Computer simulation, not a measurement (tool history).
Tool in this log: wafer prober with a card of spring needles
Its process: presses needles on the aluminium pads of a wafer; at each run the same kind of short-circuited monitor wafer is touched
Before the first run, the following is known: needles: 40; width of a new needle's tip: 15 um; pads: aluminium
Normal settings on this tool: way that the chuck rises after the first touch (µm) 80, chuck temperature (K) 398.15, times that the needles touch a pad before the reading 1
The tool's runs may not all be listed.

run	hour	way that the chuck rises after the first touch (µm)	chuck temperature (K)	times that the needles touch a pad before the reading	resistance of one needle with its contact and lead (mohm)	way that a needle slides on the pad (µm)
1	0	80	398.15	1	285	18.885
# hour 7.8: tips cleaned on abrasive film
# hour 53: tips cleaned on abrasive film
2	81.2	80	398.15	1	287	18.877
# hour 92.4: tips cleaned on abrasive film
3	130.3	80	398.15	1	289	18.863
# hour 135.2: tips cleaned on abrasive film
# hour 179.1: tips cleaned on abrasive film
4	185.8	80	363.15	1	269	18.825
# hour 222.1: tips cleaned on abrasive film
5	255.9	80	363.15	1	283	18.814
# hour 263.7: tips cleaned on abrasive film
6	299.7	80	398.15	1	288	18.809
# hour 306.2: tips cleaned on abrasive film
# hour 347.9: tips cleaned on abrasive film
7	368.8	80	398.15	1	282	18.784
# hour 389.2: tips cleaned on abrasive film
8	407.5	80	398.15	1	280	18.792
# hour 429.8: tips cleaned on abrasive film
9	446.2	73	398.15	1	287	17.109
# hour 470.5: tips cleaned on abrasive film
# hour 470.8: height of the first contact set anew
# hour 503.7: tips cleaned on abrasive film, once more
10	503.7	73	398.15	1	272	17.225
# hour 545.1: tips cleaned on abrasive film
11	567.8	85	313.15	1	263	20.049
# hour 584.6: tips cleaned on abrasive film
# hour 623.1: tips cleaned on abrasive film
12	634.1	67	348.15	1	273	15.786
# hour 665.3: tips cleaned on abrasive film
13	680.8	93	302.15	2	249	21.928
# hour 711.2: tips cleaned on abrasive film
14	735.9	68	328.15	2	269	15.989
# hour 756.3: tips cleaned on abrasive film
15	792.1	68	328.15	2	272	16
# hour 796.7: tips cleaned on abrasive film
# hour 835.8: tips cleaned on abrasive film
16	868.6	68	328.15	2	268	15.967
# hour 880: tips cleaned on abrasive film
# hour 921.1: tips cleaned on abrasive film
17	951.7	68	328.15	2	269	15.955
# hour 965.8: tips cleaned on abrasive film
18	991.8	71	398.15	3	275	16.649
# hour 1004.8: tips cleaned on abrasive film
# hour 1031.4: height of the first contact set anew
19	1033.5	71	398.15	3	279	16.772
# hour 1045.6: tips cleaned on abrasive film
# hour 1088.2: tips cleaned on abrasive film
20	1099	80	328.15	1	262	18.881

5 ways to go on from here, each from the tool as it stands after run 20. What would each give?
# hour 1128.1: tips cleaned on abrasive film
A	1152.5	82	378.15	1	?	?
# hour 1128.1: tips cleaned on abrasive film
B	1152.5	80	379.15	1	?	?
# hour 1128.1: tips cleaned on abrasive film
C	1152.5	80	312.15	1	?	?
# hour 1128.1: tips cleaned on abrasive film
D	1152.5	80	398.15	2	?	?
# hour 1128.1: tips cleaned on abrasive film
E	1152.5	84	385.15	2	?	?

run	resistance of one needle with its contact and lead (mohm)	way that a needle slides on the pad (µm)
A	281	19.337
B	279	18.881
C	267	18.869
D	279	18.861
E	275	19.794
Without the tool's hidden state the same runs would have given:
run	resistance of one needle with its contact and lead (mohm)	way that a needle slides on the pad (µm)
A	263	19.369
B	260	18.913
C	245	18.901
D	269	18.893
E	265	19.825

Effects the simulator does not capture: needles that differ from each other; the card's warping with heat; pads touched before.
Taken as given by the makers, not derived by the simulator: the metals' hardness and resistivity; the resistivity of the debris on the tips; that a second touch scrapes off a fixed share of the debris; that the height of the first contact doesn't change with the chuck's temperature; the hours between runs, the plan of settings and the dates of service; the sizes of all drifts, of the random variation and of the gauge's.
